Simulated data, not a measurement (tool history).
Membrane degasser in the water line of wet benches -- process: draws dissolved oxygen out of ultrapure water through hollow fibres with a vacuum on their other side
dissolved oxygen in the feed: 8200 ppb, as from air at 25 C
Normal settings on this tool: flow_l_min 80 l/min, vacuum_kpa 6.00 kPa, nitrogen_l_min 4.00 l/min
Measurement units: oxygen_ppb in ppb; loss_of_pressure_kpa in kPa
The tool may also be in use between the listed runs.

run,hour,flow_l_min,vacuum_kpa,nitrogen_l_min,oxygen_ppb,loss_of_pressure_kpa
1,0.0,80,6.00,4.00,140.2,67.47
2,64.0,80,6.00,4.00,139.9,67.59
3,107.8,80,6.00,11.87,62.1,67.19
4,153.8,80,3.80,4.00,44.0,66.73
5,201.6,80,3.80,7.25,31.8,67.10
6,246.2,80,6.00,4.00,140.0,66.57
7,308.2,80,6.00,4.00,141.8,66.55
8,368.5,80,6.00,4.00,139.0,66.04
9,410.1,80,6.00,4.00,137.3,65.76
10,460.3,80,6.00,4.00,139.8,65.77
11,514.6,80,6.00,6.02,101.6,65.13
# hour 553.0: gauge calibrated
12,562.2,80,6.00,6.02,101.2,67.30
13,602.2,80,6.00,6.02,101.8,67.32
14,660.9,80,6.00,6.02,100.8,67.15
15,707.8,80,6.00,6.02,100.9,67.02
16,754.3,79,6.00,4.00,138.3,66.41
17,808.8,79,14.94,8.79,256.2,65.60
18,869.5,79,14.94,8.79,261.1,65.35
19,915.5,92,8.81,8.79,160.3,75.95
20,955.4,92,8.81,8.79,160.9,75.72
21,988.7,92,14.89,3.47,647.0,76.00
22,1022.1,92,14.89,6.65,380.2,75.85
23,1064.2,57,4.09,8.81,18.4,46.84
24,1091.8,68,4.09,1.73,80.2,55.82
25,1138.2,49,4.09,10.10,12.5,39.87
26,1190.2,49,4.09,1.78,54.4,39.85

The next listed run, before its measurement:
27,1231.8,103,4.09,1.78,?,?

{"run 27": {"oxygen_ppb": 130.8, "loss_of_pressure_kpa": 83.58}}
With the hidden condition absent and the run-to-run variation left alone, this run would have shown oxygen_ppb 130.7 ppb, loss_of_pressure_kpa 86.77 kPa.
